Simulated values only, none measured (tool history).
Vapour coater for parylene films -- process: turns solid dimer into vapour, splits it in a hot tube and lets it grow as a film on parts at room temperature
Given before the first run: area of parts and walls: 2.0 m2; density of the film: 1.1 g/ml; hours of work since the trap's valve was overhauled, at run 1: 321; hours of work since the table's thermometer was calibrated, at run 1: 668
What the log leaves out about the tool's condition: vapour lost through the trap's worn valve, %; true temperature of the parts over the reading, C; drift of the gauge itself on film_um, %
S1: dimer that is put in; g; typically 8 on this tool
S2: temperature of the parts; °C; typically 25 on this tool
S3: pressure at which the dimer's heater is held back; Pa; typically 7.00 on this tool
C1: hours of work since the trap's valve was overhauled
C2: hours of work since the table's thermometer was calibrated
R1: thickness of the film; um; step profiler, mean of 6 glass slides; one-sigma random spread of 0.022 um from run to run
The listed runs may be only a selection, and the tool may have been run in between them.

run 1 hour=0.0 | S1=8 S2=25 S3=7.00 | C1=321 C2=668 | R1=2.58
run 2 hour=72.4 | S1=8 S2=25 S3=7.00 | C1=369 C2=717 | R1=2.54
run 3 hour=129.7 | S1=8 S2=25 S3=7.00 | C1=407 C2=755 | R1=2.56
run 4 hour=168.2 | S1=8 S2=25 S3=7.00 | C1=432 C2=780 | R1=2.52
run 5 hour=218.1 | S1=8 S2=25 S3=4.89 | C1=465 C2=813 | R1=2.65
run 6 hour=299.5 | S1=8 S2=25 S3=4.89 | C1=519 C2=867 | R1=2.64
run 7 hour=383.0 | S1=8 S2=25 S3=4.89 | C1=575 C2=923 | R1=2.65
run 8 hour=449.0 | S1=8 S2=25 S3=7.00 | C1=619 C2=967 | R1=2.48
-- hour=505.6 trap's valve overhauled
run 9 hour=528.7 | S1=8 S2=25 S3=7.00 | C1=15 C2=1017 | R1=2.70
run 10 hour=564.3 | S1=8 S2=25 S3=7.00 | C1=39 C2=1040 | R1=2.64
run 11 hour=638.7 | S1=8 S2=25 S3=7.00 | C1=88 C2=1090 | R1=2.62
run 12 hour=705.1 | S1=8 S2=25 S3=7.00 | C1=132 C2=1134 | R1=2.63
run 13 hour=744.9 | S1=8 S2=25 S3=7.00 | C1=159 C2=1160 | R1=2.61
run 14 hour=789.6 | S1=8 S2=25 S3=7.00 | C1=188 C2=1190 | R1=2.63
run 15 hour=846.3 | S1=8 S2=25 S3=7.00 | C1=226 C2=1228 | R1=2.59
run 16 hour=886.8 | S1=8 S2=25 S3=7.00 | C1=253 C2=1254 | R1=2.56
run 17 hour=935.9 | S1=8 S2=25 S3=7.00 | C1=286 C2=1287 | R1=2.56
run 18 hour=1011.3 | S1=3 S2=19 S3=2.62 | C1=336 C2=1337 | R1=1.20
run 19 hour=1058.0 | S1=14 S2=30 S3=2.51 | C1=367 C2=1368 | R1=4.77
run 20 hour=1112.2 | S1=8 S2=28 S3=2.02 | C1=403 C2=1404 | R1=2.87
run 21 hour=1166.3 | S1=8 S2=30 S3=5.82 | C1=438 C2=1440 | R1=2.43
run 22 hour=1211.3 | S1=8 S2=25 S3=7.00 | C1=468 C2=1470 | R1=2.46
run 23 hour=1283.5 | S1=8 S2=25 S3=7.00 | C1=516 C2=1518 | R1=2.47
run 24 hour=1333.7 | S1=8 S2=25 S3=7.00 | C1=550 C2=1551 | R1=2.46
run 25 hour=1380.4 | S1=8 S2=25 S3=7.00 | C1=581 C2=1582 | R1=2.46
run 26 hour=1441.8 | S1=8 S2=25 S3=10.04 | C1=621 C2=1623 | R1=2.32
-- hour=1493.5 trap's valve overhauled
run 27 hour=1514.1 | S1=10 S2=25 S3=2.01 | C1=14 C2=1668 | R1=3.91
run 28 hour=1589.0 | S1=11 S2=25 S3=7.66 | C1=63 C2=1718 | R1=3.59
run 29 hour=1641.2 | S1=5 S2=25 S3=7.00 | C1=98 C2=1752 | R1=1.64

What will run 30 give?
-- hour=1647.1 table's thermometer calibrated
run 30 hour=1711.3 | S1=6 S2=31 S3=7.00 | C1=144 C2=43 | R1=?

R1: 1.80 um
Minus the tool's unlogged condition, the same run would have read R1 1.84 um.
